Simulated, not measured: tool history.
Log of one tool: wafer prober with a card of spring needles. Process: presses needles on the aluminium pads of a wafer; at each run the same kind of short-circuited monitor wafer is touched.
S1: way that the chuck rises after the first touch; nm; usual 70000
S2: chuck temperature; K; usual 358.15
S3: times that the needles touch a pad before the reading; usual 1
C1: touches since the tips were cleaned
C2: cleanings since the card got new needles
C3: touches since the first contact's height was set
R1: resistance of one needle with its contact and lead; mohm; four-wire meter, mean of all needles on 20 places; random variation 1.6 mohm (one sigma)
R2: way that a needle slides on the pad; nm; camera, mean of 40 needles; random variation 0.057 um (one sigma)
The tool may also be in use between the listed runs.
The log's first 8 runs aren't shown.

run   hour     S1      S2  S3    C1   C2     C3   R1     R2
      55.7  -- tips cleaned on abrasive film
  9   57.7  70000  358.15   2  1293   88   5619  180  14840
      59.7  -- tips cleaned on abrasive film
      63.8  -- tips cleaned on abrasive film
 10   66.8  53000  358.15   2  2016   90  11602  203  11150
      67.5  -- tips cleaned on abrasive film
      71.3  -- tips cleaned on abrasive film
      74.9  -- tips cleaned on abrasive film
 11   76.5  70000  358.15   1  1065   93  17852  190  14690
      78.9  -- tips cleaned on abrasive film
 12   82.3  70000  358.15   1  2216   94  21630  201  14650
      83.2  -- tips cleaned on abrasive film
      86.9  -- tips cleaned on abrasive film
 13   88.3  70000  358.15   1   907   96  25515  184  14730
      90.5  -- tips cleaned on abrasive film
 14   93.5  70000  358.15   1  1973   97  28896  194  14550
      94.1  -- tips cleaned on abrasive film
      97.6  -- tips cleaned on abrasive film
     101.3  -- tips cleaned on abrasive film
 15  101.6  70000  312.15   1   186  100  34136  167  14510
     105.1  -- tips cleaned on abrasive film
 16  107.3  65000  322.15   3  1450  101  37839  167  13530
     108.6  -- tips cleaned on abrasive film
     112.4  -- tips cleaned on abrasive film
 17    113  70000  358.15   1   385  103  41530  177  14540
     116.6  -- tips cleaned on abrasive film
     120.6  -- tips cleaned on abrasive film
 18  121.4  59000  299.15   2   510  105  46987  168  12060
     124.7  -- tips cleaned on abrasive film
     128.2  -- tips cleaned on abrasive film
 19  129.7  59000  299.15   2   978  107  52372  175  12000
     131.7  -- tips cleaned on abrasive film
     135.3  -- tips cleaned on abrasive film
 20  137.2  52000  358.15   1  1279  109  57257  210  10500
     139.1  -- tips cleaned on abrasive film
     142.6  -- tips cleaned on abrasive film
     146.3  -- tips cleaned on abrasive film
 21  146.3  55000  361.15   1     0  112  63153  174  11060
     150.4  -- tips cleaned on abrasive film
 22  152.9  55000  361.15   1  1659  113  67483  217  11020
     154.6  -- tips cleaned on abrasive film
     158.1  -- tips cleaned on abrasive film
 23  158.8  70000  358.15   1   489  115  71262  178  14180
     160.5  -- height of the first contact set anew
     162.1  -- tips cleaned on abrasive film
 24  164.8  52000  358.15   1  1758  116   2791  217  11040
     166.3  -- tips cleaned on abrasive film
       170  -- tips cleaned on abrasive film
 25  172.5  70000  358.15   1  1685  118   7829  192  14780
     173.7  -- tips cleaned on abrasive film
     177.4  -- tips cleaned on abrasive film
 26  180.6  73000  373.15   3  2181  120  13108  181  15380
     181.4  -- tips cleaned on abrasive film
     185.2  -- tips cleaned on abrasive film
 27  187.9  73000  373.15   3  1773  122  17813  179  15370
     188.9  -- tips cleaned on abrasive film
     192.6  -- tips cleaned on abrasive film
 28  193.2  70000  335.15   2   379  124  21195  171  14620
     196.3  -- tips cleaned on abrasive film
 29  197.6  55000  377.15   1   879  125  24116  201  11400
     200.2  -- tips cleaned on abrasive film
 30  202.5  70000  378.15   2  1537  126  27290  185  14550

4 ways to go on from here, each from the tool as it stands after run 30. What would each give?
     203.8  -- tips cleaned on abrasive film
     207.3  -- tips cleaned on abrasive film
  A  209.1  89000  326.15   1  1198  128  31580   ?   ?
     203.8  -- tips cleaned on abrasive film
     207.3  -- tips cleaned on abrasive film
  B  209.1  51000  302.15   2  1198  128  31580   ?   ?
     203.8  -- tips cleaned on abrasive film
     207.3  -- tips cleaned on abrasive film
  C  209.1  51000  350.15   3  1198  128  31580   ?   ?
     203.8  -- tips cleaned on abrasive film
     207.3  -- tips cleaned on abrasive film
  D  209.1  70000  358.15   1  1198  128  31580   ?   ?

run   R1     R2
  A  175  18630
  B  183  10520
  C  184  10570
  D  186  14550
Without the tool's hidden state the same runs would have given:
run   R1     R2
  A  159  18930
  B  155  10830
  C  166  10880
  D  163  14850
